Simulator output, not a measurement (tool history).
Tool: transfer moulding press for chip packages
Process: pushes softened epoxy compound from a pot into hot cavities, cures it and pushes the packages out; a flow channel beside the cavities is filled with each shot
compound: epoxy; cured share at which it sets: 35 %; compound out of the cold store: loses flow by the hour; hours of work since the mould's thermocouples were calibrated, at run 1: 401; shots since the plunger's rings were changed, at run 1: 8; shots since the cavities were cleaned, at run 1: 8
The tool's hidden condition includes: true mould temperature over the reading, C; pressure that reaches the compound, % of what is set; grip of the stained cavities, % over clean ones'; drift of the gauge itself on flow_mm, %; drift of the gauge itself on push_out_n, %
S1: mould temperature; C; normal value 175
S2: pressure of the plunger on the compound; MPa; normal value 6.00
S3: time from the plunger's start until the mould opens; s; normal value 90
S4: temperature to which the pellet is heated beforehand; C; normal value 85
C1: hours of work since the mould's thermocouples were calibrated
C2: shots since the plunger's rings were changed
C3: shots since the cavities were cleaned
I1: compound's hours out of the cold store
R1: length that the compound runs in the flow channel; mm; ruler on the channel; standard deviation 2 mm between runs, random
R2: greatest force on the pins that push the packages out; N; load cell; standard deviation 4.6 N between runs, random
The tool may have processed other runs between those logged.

run   hour   S1    S2   S3  S4   C1    C2   C3    I1   R1   R2
  1    0.0  175  6.00   90  85  401     8    8  36.2  825  225
      45.4  -- cavities cleaned with cleaning compound and waxed
  2   49.2  169  6.00   90  85  429   530   42  15.8  891  321
      64.6  -- mould's thermocouples calibrated
  3   76.5  169  6.00   90  85    7   806  318  42.2  832  374
      93.5  -- cavities cleaned with cleaning compound and waxed
  4  108.3  169  6.00   90  85   25  1138  162  27.2  859  323
  5  134.2  169  6.00   90  85   40  1421  445  27.8  859  383
     140.2  -- cavities cleaned with cleaning compound and waxed
     145.7  -- mould's thermocouples calibrated, once more
  6  170.0  169  6.00   90  85   14  1773  303  18.6  877  411
     190.4  -- cavities cleaned with cleaning compound and waxed
  7  211.3  169  6.00   90  85   37  2209  229  46.1  816  369
     238.7  -- cavities cleaned with cleaning compound and waxed
  8  239.3  169  6.00   90  85   53  2498    6  35.2  838  295
  9  263.9  169  6.00   90  85   67  2767  275  24.5  858  394
     284.1  -- cavities cleaned with cleaning compound and waxed
 10  309.3  169  6.00   90  85   93  3247  275  42.7  818  379
     330.3  -- cavities cleaned with cleaning compound and waxed
 11  350.7  169  6.00   90  85  116  3684  224  11.4  876  383
     376.0  -- cavities cleaned with cleaning compound and waxed
 12  399.4  169  6.00   90  85  143  4199  256  28.9  835  387
     422.8  -- cavities cleaned with cleaning compound and waxed
 13  440.1  173  6.00   95  85  166  4627  188  44.7  786  271
     471.0  -- cavities cleaned with cleaning compound and waxed
 14  487.2  182  6.00   95  85  193  5126  177  46.1  746  236
     496.8  -- plunger's sealing rings changed
     520.7  -- cavities cleaned with cleaning compound and waxed
 15  533.2  179  6.00   81  85  217   382  137  47.9  786  240
 16  556.8  175  5.93   90  87  231   640  395  25.8  840  296
     566.9  -- cavities cleaned with cleaning compound and waxed
 17  609.8  169  6.58   75  83  261  1203  469  11.3  943  671
     616.1  -- cavities cleaned with cleaning compound and waxed
 18  636.3  169  6.58   75  83  276  1477  222  42.1  869  558
     663.3  -- cavities cleaned with cleaning compound and waxed
 19  689.9  182  6.89   80  81  306  2046  290  37.7  846  264
     712.8  -- cavities cleaned with cleaning compound and waxed
 20  724.8  171  6.00   90  85  325  2411  131  11.6  877  314
     759.9  -- cavities cleaned with cleaning compound and waxed
 21  762.0  177  6.00  129  90  346  2801   22  26.2  819  196
 22  793.0  175  6.00  124  85  364  3140  361   9.0  863  254
     807.2  -- cavities cleaned with cleaning compound and waxed
 23  840.5  175  6.89   99  85  391  3643  364  40.8  848  281
     854.3  -- cavities cleaned with cleaning compound and waxed
 24  891.4  175  6.89   99  85  420  4184  406  16.1  898  267

Predict each of these 5 candidate next runs independently; none follows another, all start after run 24:
     901.1  -- cavities cleaned with cleaning compound and waxed
  A  917.5  175  7.10   90  85  434  4452  179  32.8   ?   ?
     901.1  -- cavities cleaned with cleaning compound and waxed
  B  917.5  170  4.56   90  90  434  4452  179  21.7   ?   ?
     901.1  -- cavities cleaned with cleaning compound and waxed
  C  917.5  175  6.00  129  85  434  4452  179  34.4   ?   ?
     901.1  -- cavities cleaned with cleaning compound and waxed
  D  917.5  178  6.89   99  85  434  4452  179  25.6   ?   ?
     901.1  -- cavities cleaned with cleaning compound and waxed
  E  917.5  169  6.89  113  82  434  4452  179  47.9   ?   ?

run   R1   R2
  A  872  255
  B  734  327
  C  795  242
  D  860  232
  E  849  257
What these runs would have given with no unlogged condition in the tool:
run   R1   R2
  A  912  210
  B  768  273
  C  832  198
  D  900  189
  E  888  212
